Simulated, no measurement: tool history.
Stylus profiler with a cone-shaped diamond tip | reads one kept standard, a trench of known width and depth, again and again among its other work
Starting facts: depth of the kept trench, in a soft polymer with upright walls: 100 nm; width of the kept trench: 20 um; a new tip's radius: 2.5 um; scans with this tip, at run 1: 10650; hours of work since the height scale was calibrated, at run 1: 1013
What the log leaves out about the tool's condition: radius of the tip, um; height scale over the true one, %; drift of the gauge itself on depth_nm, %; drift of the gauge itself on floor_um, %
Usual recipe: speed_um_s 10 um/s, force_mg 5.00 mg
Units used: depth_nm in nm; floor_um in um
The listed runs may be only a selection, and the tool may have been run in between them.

run,hour,speed_um_s,force_mg,scans with this tip,hours of work since the height scale was calibrated,depth_nm,floor_um
1,0.0,10,5.00,10650,1013,100.71,17.78
2,66.4,10,5.00,11176,1063,100.71,17.75
3,141.0,10,5.00,11766,1119,100.70,17.72
4,235.0,10,5.00,12510,1190,100.69,17.68
# hour 266.1: height scale calibrated on a step standard
5,295.3,10,5.00,12984,22,100.94,17.67
6,388.1,10,5.00,13719,92,100.92,17.60
7,486.2,3,5.00,14496,166,100.92,17.58
8,530.6,3,5.00,14847,199,100.88,17.53
9,607.3,3,5.00,15455,257,100.86,17.50
10,669.7,4,5.28,15949,304,100.91,17.53
11,724.5,4,5.28,16383,345,100.93,17.45
12,828.3,12,5.28,17205,423,100.90,17.40
# hour 892.9: new tip fitted, height scale calibrated
13,902.9,16,2.73,80,8,100.54,18.61
14,1003.2,7,1.70,874,83,100.35,18.50
15,1073.2,13,3.69,1428,136,100.67,18.44

Here are 4 independent what-if runs from the current tool condition. What would each one return?
A,1172.4,7,7.98,2214,210,?,?
B,1172.4,3,5.33,2214,210,?,?
C,1172.4,35,7.91,2214,210,?,?
D,1172.4,14,3.69,2214,210,?,?

run,depth_nm,floor_um
A,101.13,18.46
B,100.85,18.42
C,101.14,18.40
D,100.66,18.38
Stripped of hidden state, with their random variation kept, the same runs would have yielded:
run,depth_nm,floor_um
A,101.20,18.64
B,100.92,18.60
C,101.21,18.58
D,100.73,18.56
